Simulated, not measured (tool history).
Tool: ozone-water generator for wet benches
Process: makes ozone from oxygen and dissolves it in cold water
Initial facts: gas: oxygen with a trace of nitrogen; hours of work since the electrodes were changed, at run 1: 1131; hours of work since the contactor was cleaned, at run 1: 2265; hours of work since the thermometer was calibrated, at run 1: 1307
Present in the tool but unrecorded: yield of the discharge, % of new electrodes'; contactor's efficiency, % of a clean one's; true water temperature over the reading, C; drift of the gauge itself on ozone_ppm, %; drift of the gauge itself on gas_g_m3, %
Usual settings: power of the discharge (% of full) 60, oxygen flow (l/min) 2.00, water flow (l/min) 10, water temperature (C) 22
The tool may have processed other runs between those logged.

run,hour,power of the discharge (% of full),oxygen flow (l/min),water flow (l/min),water temperature (C),hours of work since the electrodes were changed,hours of work since the contactor was cleaned,hours of work since the thermometer was calibrated,dissolved ozone (ppm),ozone in the gas ahead of the water (g/m3)
1,0.0,60,2.00,10,22,1131,2265,1307,16.6,175.8
2,84.0,60,2.00,10,22,1195,2329,1371,16.8,174.9
3,205.4,60,2.00,10,22,1288,2422,1464,16.4,176.2
4,353.1,60,2.00,10,17,1401,2535,1578,17.5,176.0
5,449.0,60,2.00,10,17,1475,2608,1651,17.6,175.5
6,559.6,60,2.00,10,17,1559,2693,1736,17.7,174.1
7,680.7,60,1.97,10,17,1652,2786,1829,17.4,176.9
8,748.3,63,1.97,10,17,1704,2838,1880,18.0,179.7
# hour 756.9: water thermometer calibrated
9,855.0,63,1.97,10,17,1785,2919,75,17.8,180.6
10,962.8,60,2.00,10,22,1868,3002,158,16.0,175.8
11,1109.3,60,2.56,14,22,1980,3114,270,12.4,149.3
12,1183.8,60,2.56,9,16,2037,3171,327,18.9,149.7
13,1253.9,60,2.19,9,14,2091,3225,381,19.4,163.7
# hour 1302.1: water thermometer calibrated, once more
14,1342.1,60,2.19,9,14,2158,3292,31,19.6,164.6
15,1408.4,60,2.19,9,14,2209,3343,81,19.3,162.5
16,1485.5,73,2.67,10,22,2268,3402,140,17.9,163.4
17,1583.4,96,1.68,10,16,2343,3477,215,22.8,254.8
18,1712.4,50,2.76,7,22,2442,3576,314,17.5,126.7
19,1862.7,50,2.76,7,22,2557,3691,429,17.7,126.6

Take each entry between the runs: how does the hidden state at the last listed run before it differ from the hidden state at the first listed run after it?
Between runs 8 and 9: water thermometer calibrated (hour 756.9)
  yield of the discharge, % of new electrodes': 95.4 -> 95.2; contactor's efficiency, % of a clean one's: 92.9 -> 92.7; true water temperature over the reading, C: 0.08 -> 0.14
  measured value less the no-hidden-state value, dissolved ozone (ppm): -1.3 -> -1.5; ozone in the gas ahead of the water (g/m3): -8.1 -> -8.4
Between runs 13 and 14: water thermometer calibrated, once more (hour 1302.1)
  yield of the discharge, % of new electrodes': 94.5 -> 94.4; contactor's efficiency, % of a clean one's: 91.9 -> 91.8; true water temperature over the reading, C: 0.15 -> -0.07
  measured value less the no-hidden-state value, dissolved ozone (ppm): -1.7 -> -1.6; ozone in the gas ahead of the water (g/m3): -8.5 -> -8.8
